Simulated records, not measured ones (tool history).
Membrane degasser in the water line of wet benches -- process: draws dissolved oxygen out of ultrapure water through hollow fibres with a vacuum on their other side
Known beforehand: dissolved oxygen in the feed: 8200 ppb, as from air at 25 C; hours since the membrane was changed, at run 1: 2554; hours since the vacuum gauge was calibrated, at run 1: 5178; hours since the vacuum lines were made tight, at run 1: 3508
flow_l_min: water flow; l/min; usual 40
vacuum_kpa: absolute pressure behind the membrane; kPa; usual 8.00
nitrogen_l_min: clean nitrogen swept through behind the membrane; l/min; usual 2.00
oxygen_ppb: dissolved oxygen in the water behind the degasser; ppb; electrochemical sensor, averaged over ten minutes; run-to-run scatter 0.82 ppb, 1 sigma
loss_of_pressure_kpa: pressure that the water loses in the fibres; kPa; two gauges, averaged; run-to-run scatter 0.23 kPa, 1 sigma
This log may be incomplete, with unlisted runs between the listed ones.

run,hour,flow_l_min,vacuum_kpa,nitrogen_l_min,hours since the membrane was changed,hours since the vacuum gauge was calibrated,hours since the vacuum lines were made tight,oxygen_ppb,loss_of_pressure_kpa
1,0.0,40,8.00,2.00,2554,5178,3508,226.0,57.64
2,43.0,40,8.00,2.00,2597,5221,3551,224.4,58.13
3,110.7,40,8.00,2.00,2664,5289,3619,224.5,57.98
4,186.2,40,8.00,2.00,2740,5365,3694,224.5,57.64
5,229.1,40,8.00,2.00,2783,5407,3737,225.1,58.44
6,315.8,40,8.00,2.00,2869,5494,3824,223.9,58.15
7,353.5,32,8.00,2.00,2907,5532,3861,182.7,46.89
8,419.3,40,8.00,2.79,2973,5598,3927,169.1,57.78
9,505.3,40,8.00,2.00,3059,5684,4013,224.1,58.18
10,545.3,40,8.00,2.00,3099,5724,4053,225.6,57.99
11,597.1,40,8.00,2.00,3151,5775,4105,227.4,57.99
12,686.6,40,8.00,2.00,3240,5865,4195,227.7,57.82
13,738.6,40,8.00,2.00,3292,5917,4247,224.2,58.66
14,814.8,40,8.00,4.94,3368,5993,4323,103.2,58.45
15,886.5,40,8.00,4.94,3440,6065,4394,102.3,58.11
16,938.4,40,8.00,4.22,3492,6117,4446,118.2,58.15
17,990.7,40,8.00,4.22,3544,6169,4499,118.6,58.26
18,1032.7,43,12.65,3.21,3586,6211,4541,299.9,62.65
19,1102.5,40,8.00,5.29,3656,6281,4610,97.0,58.09
20,1138.6,40,8.00,5.29,3692,6317,4647,97.5,58.22
21,1223.4,35,19.43,2.00,3777,6402,4731,615.8,51.06
22,1294.3,43,6.70,0.84,3848,6473,4802,358.3,62.75
23,1342.2,49,8.00,2.00,3896,6521,4850,273.8,71.39
24,1418.7,49,8.00,2.00,3972,6597,4927,272.6,71.67
25,1476.5,47,5.01,2.00,4030,6655,4985,114.3,68.55
26,1558.8,59,8.00,1.31,4112,6737,5067,440.5,85.94
27,1612.6,42,9.97,1.57,4166,6791,5121,394.6,61.67
# hour 1665.2: vacuum gauge calibrated
28,1689.9,48,11.95,3.17,4243,25,5197,305.1,70.10
29,1767.6,40,8.06,2.00,4321,102,5275,219.6,58.44
30,1845.3,40,8.06,2.00,4398,180,5353,219.4,58.72
31,1911.7,40,8.06,2.00,4465,246,5419,219.3,58.73
32,1958.7,43,8.99,5.33,4512,293,5466,118.6,62.62
33,2016.0,43,8.99,0.97,4569,351,5524,490.1,63.11

3 options for the next run, each taken on its own from the tool as it stands now. Forecast them:
A,2053.3,27,8.99,2.78,4606,388,5561,?,?
B,2053.3,28,8.99,0.97,4606,388,5561,?,?
C,2053.3,55,5.79,0.99,4606,388,5561,?,?

run,oxygen_ppb,loss_of_pressure_kpa
A,134.3,39.50
B,347.2,41.02
C,273.6,80.66
Stripped of hidden state, with their random variation kept, the same runs would have yielded:
run,oxygen_ppb,loss_of_pressure_kpa
A,132.6,38.26
B,345.2,39.74
C,270.5,78.13
